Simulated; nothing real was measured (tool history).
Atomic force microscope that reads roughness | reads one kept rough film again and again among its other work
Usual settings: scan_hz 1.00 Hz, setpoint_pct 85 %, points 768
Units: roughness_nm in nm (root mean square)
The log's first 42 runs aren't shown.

| run | hour | scan_hz | setpoint_pct | points | pictures with this tip | hours of work since the height scale was calibrated | roughness_nm |
|---|---|---|---|---|---|---|---|
|  | 1406.1 | new tip fitted |
| 43 | 1421.3 | 0.67 | 75 | 282 | 31 | 1913 | 3.254 |
| 44 | 1458.6 | 2.12 | 78 | 548 | 107 | 1943 | 2.388 |
|  | 1463.1 | new tip fitted |
| 45 | 1502.6 | 2.12 | 78 | 548 | 81 | 1978 | 2.603 |
|  | 1522.8 | new tip fitted |
| 46 | 1549.0 | 1.11 | 85 | 768 | 53 | 2014 | 2.905 |
| 47 | 1575.8 | 1.11 | 85 | 768 | 108 | 2035 | 2.499 |
|  | 1579.8 | new tip fitted |
| 48 | 1598.7 | 1.96 | 85 | 350 | 39 | 2053 | 2.829 |
| 49 | 1626.5 | 2.99 | 81 | 419 | 96 | 2075 | 2.286 |
|  | 1638.0 | new tip fitted |
| 50 | 1657.3 | 1.00 | 85 | 768 | 39 | 2099 | 3.019 |
| 51 | 1683.5 | 0.69 | 85 | 258 | 93 | 2120 | 2.587 |
|  | 1695.1 | new tip fitted |
| 52 | 1722.0 | 0.74 | 59 | 436 | 54 | 2150 | 3.175 |

Forecast each of these 3 alternatives for the next run:
|  | 1753.3 | new tip fitted |
| A | 1770.3 | 0.60 | 58 | 350 | 35 | 2188 | ? |
|  | 1753.3 | new tip fitted |
| B | 1770.3 | 0.74 | 59 | 839 | 35 | 2188 | ? |
|  | 1753.3 | new tip fitted |
| C | 1770.3 | 1.11 | 89 | 535 | 35 | 2188 | ? |

| run | roughness_nm |
|---|---|
| A | 3.285 |
| B | 3.323 |
| C | 2.961 |
Without the tool's hidden state the same runs would have given:
| run | roughness_nm |
|---|---|
| A | 3.801 |
| B | 3.845 |
| C | 3.425 |

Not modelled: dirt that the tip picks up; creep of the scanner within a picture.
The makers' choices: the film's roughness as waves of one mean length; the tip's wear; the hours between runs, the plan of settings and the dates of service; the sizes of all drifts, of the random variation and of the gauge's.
